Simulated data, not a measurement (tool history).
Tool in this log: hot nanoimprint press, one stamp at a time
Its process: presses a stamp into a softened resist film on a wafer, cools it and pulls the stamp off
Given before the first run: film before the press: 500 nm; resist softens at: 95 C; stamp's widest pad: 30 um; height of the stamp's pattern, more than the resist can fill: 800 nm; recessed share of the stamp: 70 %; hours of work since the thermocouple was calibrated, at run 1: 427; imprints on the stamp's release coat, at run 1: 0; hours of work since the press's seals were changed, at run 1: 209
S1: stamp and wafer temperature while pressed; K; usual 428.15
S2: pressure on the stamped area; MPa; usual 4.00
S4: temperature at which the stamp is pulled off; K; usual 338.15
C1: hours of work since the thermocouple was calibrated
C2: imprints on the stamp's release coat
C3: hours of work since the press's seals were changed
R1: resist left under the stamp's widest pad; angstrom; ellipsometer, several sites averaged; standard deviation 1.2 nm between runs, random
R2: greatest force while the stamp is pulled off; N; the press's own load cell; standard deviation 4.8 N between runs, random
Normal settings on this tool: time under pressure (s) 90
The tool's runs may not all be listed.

run 1 hour=0.0 | S1=428.15 S2=4.00 time_under_pressure_(s)=90 S4=338.15 | C1=427 C2=0 C3=209 | R1=2173 R2=238
run 2 hour=78.4 | S1=428.15 S2=4.00 time_under_pressure_(s)=47 S4=338.15 | C1=466 C2=286 C3=247 | R1=2810 R2=269
run 3 hour=143.3 | S1=434.15 S2=4.00 time_under_pressure_(s)=90 S4=338.15 | C1=498 C2=522 C3=279 | R1=1460 R2=276
run 4 hour=198.6 | S1=428.15 S2=4.00 time_under_pressure_(s)=90 S4=338.15 | C1=525 C2=724 C3=307 | R1=2255 R2=286
-- hour=277.7 plate thermocouple calibrated
run 5 hour=281.3 | S1=428.15 S2=4.00 time_under_pressure_(s)=90 S4=338.15 | C1=2 C2=1014 C3=346 | R1=1879 R2=290
run 6 hour=369.7 | S1=428.15 S2=4.00 time_under_pressure_(s)=90 S4=338.15 | C1=45 C2=1336 C3=389 | R1=1865 R2=294
run 7 hour=417.6 | S1=428.15 S2=4.00 time_under_pressure_(s)=90 S4=338.15 | C1=69 C2=1511 C3=413 | R1=1905 R2=312
run 8 hour=506.4 | S1=428.15 S2=4.00 time_under_pressure_(s)=90 S4=338.15 | C1=113 C2=1835 C3=457 | R1=1939 R2=315
run 9 hour=591.2 | S1=428.15 S2=4.00 time_under_pressure_(s)=90 S4=338.15 | C1=154 C2=2144 C3=498 | R1=1987 R2=333
-- hour=636.7 stamp cleaned and given a new release coat
run 10 hour=671.5 | S1=437.15 S2=4.00 time_under_pressure_(s)=90 S4=338.15 | C1=191 C2=127 C3=535 | R1=1028 R2=246
run 11 hour=740.3 | S1=437.15 S2=4.00 time_under_pressure_(s)=90 S4=338.15 | C1=225 C2=377 C3=569 | R1=1044 R2=251
run 12 hour=810.6 | S1=437.15 S2=4.00 time_under_pressure_(s)=90 S4=338.15 | C1=259 C2=633 C3=603 | R1=1066 R2=258
run 13 hour=871.3 | S1=437.15 S2=4.00 time_under_pressure_(s)=90 S4=341.15 | C1=289 C2=854 C3=633 | R1=1088 R2=265
run 14 hour=933.6 | S1=437.15 S2=4.00 time_under_pressure_(s)=90 S4=341.15 | C1=320 C2=1082 C3=664 | R1=1089 R2=279
run 15 hour=978.7 | S1=428.15 S2=4.00 time_under_pressure_(s)=90 S4=338.15 | C1=342 C2=1246 C3=686 | R1=2119 R2=290
run 16 hour=1047.5 | S1=428.15 S2=4.00 time_under_pressure_(s)=90 S4=338.15 | C1=376 C2=1496 C3=720 | R1=2128 R2=310
run 17 hour=1122.2 | S1=426.15 S2=4.00 time_under_pressure_(s)=75 S4=338.15 | C1=413 C2=1769 C3=757 | R1=2655 R2=332
run 18 hour=1158.4 | S1=437.15 S2=4.00 time_under_pressure_(s)=75 S4=338.15 | C1=430 C2=1900 C3=774 | R1=1237 R2=326
-- hour=1223.2 press's hydraulic seals changed and the load cell set to zero
run 19 hour=1228.0 | S1=428.15 S2=4.00 time_under_pressure_(s)=90 S4=331.15 | C1=461 C2=2125 C3=2 | R1=2148 R2=378
-- hour=1276.7 stamp cleaned and given a new release coat
run 20 hour=1321.6 | S1=428.15 S2=4.00 time_under_pressure_(s)=90 S4=332.15 | C1=504 C2=163 C3=45 | R1=2180 R2=276
run 21 hour=1409.7 | S1=428.15 S2=4.52 time_under_pressure_(s)=90 S4=335.15 | C1=547 C2=484 C3=89 | R1=2092 R2=271
-- hour=1446.6 plate thermocouple calibrated
run 22 hour=1453.1 | S1=436.15 S2=4.52 time_under_pressure_(s)=153 S4=335.15 | C1=3 C2=632 C3=109 | R1=761 R2=276
run 23 hour=1514.2 | S1=428.15 S2=2.54 time_under_pressure_(s)=176 S4=336.15 | C1=33 C2=854 C3=139 | R1=1705 R2=278
run 24 hour=1592.5 | S1=431.15 S2=4.00 time_under_pressure_(s)=58 S4=338.15 | C1=72 C2=1139 C3=177 | R1=1841 R2=286
run 25 hour=1638.9 | S1=431.15 S2=4.00 time_under_pressure_(s)=58 S4=338.15 | C1=95 C2=1309 C3=200 | R1=1869 R2=297
run 26 hour=1693.9 | S1=431.15 S2=4.00 time_under_pressure_(s)=58 S4=338.15 | C1=122 C2=1509 C3=227 | R1=1846 R2=302

Run 27 comes next. What will it give?
run 27 hour=1751.2 | S1=428.15 S2=4.00 time_under_pressure_(s)=90 S4=328.15 | C1=150 C2=1718 C3=255 | R1=? R2=?

{"run 27": {"R1": 1935, "R2": 369}}
Take away the tool's hidden state, keep the run-to-run variation as it was, and the same run would have given R1 1847 angstrom, R2 273 N.

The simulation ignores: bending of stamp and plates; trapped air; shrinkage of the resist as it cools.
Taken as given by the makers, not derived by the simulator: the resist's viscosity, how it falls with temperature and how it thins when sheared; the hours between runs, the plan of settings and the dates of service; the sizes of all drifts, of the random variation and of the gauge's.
